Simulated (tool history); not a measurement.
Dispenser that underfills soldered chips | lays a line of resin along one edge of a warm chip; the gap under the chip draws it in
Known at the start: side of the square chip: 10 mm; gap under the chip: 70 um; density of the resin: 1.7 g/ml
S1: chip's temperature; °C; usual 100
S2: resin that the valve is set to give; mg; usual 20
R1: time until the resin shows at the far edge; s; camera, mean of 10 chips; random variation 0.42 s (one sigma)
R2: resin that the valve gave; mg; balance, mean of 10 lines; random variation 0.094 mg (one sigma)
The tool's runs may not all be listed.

run	day	S1	S2	R1	R2
1	0	100	20	41.3	19.47
# day 0.146: new syringe of resin
2	0.479	100	20	45.8	19.27
# day 0.592: new syringe of resin
3	0.788	95	20	47.3	19.2
# day 1.021: new syringe of resin
4	1.375	95	20	54.3	18.91
# day 1.433: new syringe of resin
5	1.712	95	20	50.9	18.77
# day 1.862: new syringe of resin
6	2.054	89	20	59.6	18.66
# day 2.3: new syringe of resin
7	2.529	89	20	63.6	18.71
# day 2.733: new syringe of resin
# day 3.017: dispensing valve cleaned and set on the balance
8	3.033	103	20	37.8	19.99
# day 3.225: new syringe of resin
9	3.546	103	20	39.8	19.88
# day 3.646: new syringe of resin
10	3.825	103	21.7	34.7	21.5
# day 4.088: new syringe of resin
11	4.275	100	20	40.8	19.47
# day 4.546: new syringe of resin
12	4.662	100	20	36.3	19.61
# day 4.962: new syringe of resin
13	4.962	100	20	32.1	19.44
14	5.288	94	22.9	55.3	22.1
# day 5.379: new syringe of resin
15	5.775	94	22.9	59.9	21.94
# day 5.838: new syringe of resin
16	6.062	110	20	27.9	19.13
# day 6.271: new syringe of resin
17	6.583	113	20.3	27.4	19.24
# day 6.704: new syringe of resin
18	6.954	110	20.2	29.7	19.04
# day 7.129: new syringe of resin
19	7.2	110	20.2	24.3	18.81
# day 7.567: new syringe of resin
20	7.733	92	21	53.2	19.64
# day 7.988: new syringe of resin
21	8.112	98	17.4	40.7	16.36
# day 8.375: dispensing valve cleaned and set on the balance
# day 8.467: new syringe of resin
22	8.492	98	17.4	38.6	17.37
# day 8.879: new syringe of resin
23	8.892	92	19.3	47.7	19.2
# day 9.308: new syringe of resin
24	9.346	92	19.3	47.2	19.01
25	9.679	92	19.3	65.3	19.04

Measured less the same run without the tool's hidden state. The same run-to-run variation is in both; the gauge's scatter may not be:
The hidden state here: resin's viscosity, % of fresh resin's; dose that the valve gives, % of what is set; true chip temperature over the reading, C; drift of the gauge itself on fill_s, %; drift of the gauge itself on given_mg, %.
run	R1	R2
1	+12.3	-0.64
2	+15.1	-0.78
3	+11.9	-0.87
4	+18.5	-1.02
5	+15.3	-1.11
6	+15	-1.2
7	+18	-1.34
8	+11.2	-0.03
9	+13.2	-0.16
10	+8.6	-0.26
11	+10.4	-0.37
12	+7.6	-0.48
13	+3.1	-0.56
14	+18.6	-0.75
15	+22.9	-0.9
16	+7.6	-0.87
17	+8.9	-1.06
18	+8.8	-1.14
19	+3.9	-1.19
20	+13	-1.41
21	+8.9	-1.28
22	+5.6	-0.03
23	+6.3	-0.15
24	+7.7	-0.27
25	+25.3	-0.36
